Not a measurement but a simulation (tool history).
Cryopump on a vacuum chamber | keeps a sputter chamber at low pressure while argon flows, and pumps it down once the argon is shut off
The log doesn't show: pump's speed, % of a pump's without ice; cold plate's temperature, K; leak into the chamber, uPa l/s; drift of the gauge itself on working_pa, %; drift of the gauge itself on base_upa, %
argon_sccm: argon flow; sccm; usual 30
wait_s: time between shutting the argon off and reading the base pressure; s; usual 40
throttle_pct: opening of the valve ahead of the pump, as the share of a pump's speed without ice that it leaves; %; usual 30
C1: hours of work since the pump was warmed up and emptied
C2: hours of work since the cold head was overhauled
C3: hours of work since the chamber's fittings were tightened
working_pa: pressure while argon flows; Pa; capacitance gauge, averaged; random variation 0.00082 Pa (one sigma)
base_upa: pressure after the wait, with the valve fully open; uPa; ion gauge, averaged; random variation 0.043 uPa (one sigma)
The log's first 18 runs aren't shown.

{"run": 19, "hour": 205.2, "argon_sccm": 16, "wait_s": 96, "throttle_pct": 40, "C1": 532, "C2": 532, "C3": 41, "working_pa": 0.0716, "base_upa": 1.37}
{"run": 20, "hour": 217.1, "argon_sccm": 16, "wait_s": 96, "throttle_pct": 40, "C1": 541, "C2": 541, "C3": 50, "working_pa": 0.0714, "base_upa": 1.44}
{"run": 21, "hour": 232.3, "argon_sccm": 52, "wait_s": 96, "throttle_pct": 21, "C1": 552, "C2": 552, "C3": 61, "working_pa": 0.4209, "base_upa": 1.44}
{"run": 22, "hour": 250.7, "argon_sccm": 52, "wait_s": 96, "throttle_pct": 21, "C1": 566, "C2": 566, "C3": 75, "working_pa": 0.427, "base_upa": 1.43}
{"run": 23, "hour": 261.9, "argon_sccm": 52, "wait_s": 96, "throttle_pct": 21, "C1": 574, "C2": 574, "C3": 84, "working_pa": 0.4262, "base_upa": 1.52}
{"run": 24, "hour": 278.8, "argon_sccm": 28, "wait_s": 30, "throttle_pct": 53, "C1": 587, "C2": 587, "C3": 96, "working_pa": 0.0989, "base_upa": 3.62}
{"run": 25, "hour": 287.9, "argon_sccm": 24, "wait_s": 33, "throttle_pct": 27, "C1": 594, "C2": 594, "C3": 103, "working_pa": 0.156, "base_upa": 3.37}
{"run": 26, "hour": 302.9, "argon_sccm": 29, "wait_s": 103, "throttle_pct": 37, "C1": 605, "C2": 605, "C3": 114, "working_pa": 0.1414, "base_upa": 1.5}
{"run": 27, "hour": 311.7, "argon_sccm": 30, "wait_s": 153, "throttle_pct": 19, "C1": 612, "C2": 612, "C3": 121, "working_pa": 0.2697, "base_upa": 1.23}
{"run": 28, "hour": 323.8, "argon_sccm": 13, "wait_s": 29, "throttle_pct": 36, "C1": 621, "C2": 621, "C3": 130, "working_pa": 0.0646, "base_upa": 3.78}
{"run": 29, "hour": 340.8, "argon_sccm": 40, "wait_s": 94, "throttle_pct": 21, "C1": 634, "C2": 634, "C3": 143, "working_pa": 0.3303, "base_upa": 1.68}
{"run": 30, "hour": 355.1, "argon_sccm": 40, "wait_s": 94, "throttle_pct": 21, "C1": 644, "C2": 644, "C3": 154, "working_pa": 0.3305, "base_upa": 1.69}
{"run": 31, "hour": 364.3, "argon_sccm": 13, "wait_s": 48, "throttle_pct": 43, "C1": 651, "C2": 651, "C3": 160, "working_pa": 0.0567, "base_upa": 2.63}

5 ways to go on from here, each from the tool as it stands after run 31. What would each give?
{"run": "A", "hour": 377.9, "argon_sccm": 35, "wait_s": 48, "throttle_pct": 58, "C1": 661, "C2": 661, "C3": 171, "working_pa": "?", "base_upa": "?"}
{"run": "B", "hour": 377.9, "argon_sccm": 13, "wait_s": 36, "throttle_pct": 16, "C1": 661, "C2": 661, "C3": 171, "working_pa": "?", "base_upa": "?"}
{"run": "C", "hour": 377.9, "argon_sccm": 20, "wait_s": 183, "throttle_pct": 30, "C1": 661, "C2": 661, "C3": 171, "working_pa": "?", "base_upa": "?"}
{"run": "D", "hour": 377.9, "argon_sccm": 13, "wait_s": 38, "throttle_pct": 24, "C1": 661, "C2": 661, "C3": 171, "working_pa": "?", "base_upa": "?"}
{"run": "E", "hour": 377.9, "argon_sccm": 49, "wait_s": 48, "throttle_pct": 48, "C1": 661, "C2": 661, "C3": 171, "working_pa": "?", "base_upa": "?"}

run=A working_pa=0.1169 base_upa=2.63
run=B working_pa=0.1400 base_upa=3.23
run=C working_pa=0.1198 base_upa=1.27
run=D working_pa=0.0948 base_upa=3.11
run=E working_pa=0.1918 base_upa=2.70
Without the tool's hidden state the same runs would have given:
run=A working_pa=0.0970 base_upa=2.17
run=B working_pa=0.1326 base_upa=2.77
run=C working_pa=0.1084 base_upa=0.80
run=D working_pa=0.0875 base_upa=2.66
run=E working_pa=0.1641 base_upa=2.23
